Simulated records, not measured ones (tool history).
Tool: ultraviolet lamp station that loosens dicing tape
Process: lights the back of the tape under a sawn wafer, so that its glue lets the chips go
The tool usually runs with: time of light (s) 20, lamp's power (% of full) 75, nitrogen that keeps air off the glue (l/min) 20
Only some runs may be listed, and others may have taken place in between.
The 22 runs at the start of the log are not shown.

| run | hour | time of light (s) | lamp's power (% of full) | nitrogen that keeps air off the glue (l/min) | force that peels the tape off (N) | light that reached the tape (J/m2) |
|---|---|---|---|---|---|---|
| 23 | 456.8 | 27 | 84 | 39 | 0.309 | 4160 |
| 24 | 471.4 | 10 | 69 | 8 | 3.024 | 1250 |
| 25 | 492.5 | 33 | 75 | 20 | 0.385 | 4510 |
| 26 | 519.7 | 11 | 90 | 20 | 1.600 | 1780 |
| 27 | 534.0 | 19 | 90 | 7 | 1.317 | 3120 |
| 28 | 552.3 | 19 | 90 | 7 | 1.363 | 3090 |
| 29 | 581.2 | 19 | 90 | 7 | 1.395 | 3120 |
| 30 | 594.8 | 19 | 90 | 7 | 1.323 | 3140 |
| 31 | 614.6 | 17 | 90 | 7 | 1.547 | 2790 |
| 32 | 643.4 | 19 | 75 | 20 | 0.908 | 2570 |
| 33 | 664.1 | 19 | 75 | 20 | 0.948 | 2530 |
| 34 | 686.2 | 30 | 75 | 6 | 0.987 | 4070 |
| 35 | 700.2 | 12 | 61 | 12 | 2.602 | 1340 |
| 36 | 726.0 | 14 | 76 | 13 | 1.723 | 1910 |
|  | 738.7 | window cleaned of glue's vapour |
| 37 | 749.6 | 14 | 76 | 13 | 1.809 | 1930 |

Run 38 has not been measured yet. What should we expect?
| 38 | 778.8 | 14 | 76 | 13 | ? | ? |

Run 38 came out at force that peels the tape off (N) 1.711, light that reached the tape (J/m2) 1970.
The same run, on a tool lacking any hidden state, would have yielded force that peels the tape off (N) 1.704, light that reached the tape (J/m2) 1970.

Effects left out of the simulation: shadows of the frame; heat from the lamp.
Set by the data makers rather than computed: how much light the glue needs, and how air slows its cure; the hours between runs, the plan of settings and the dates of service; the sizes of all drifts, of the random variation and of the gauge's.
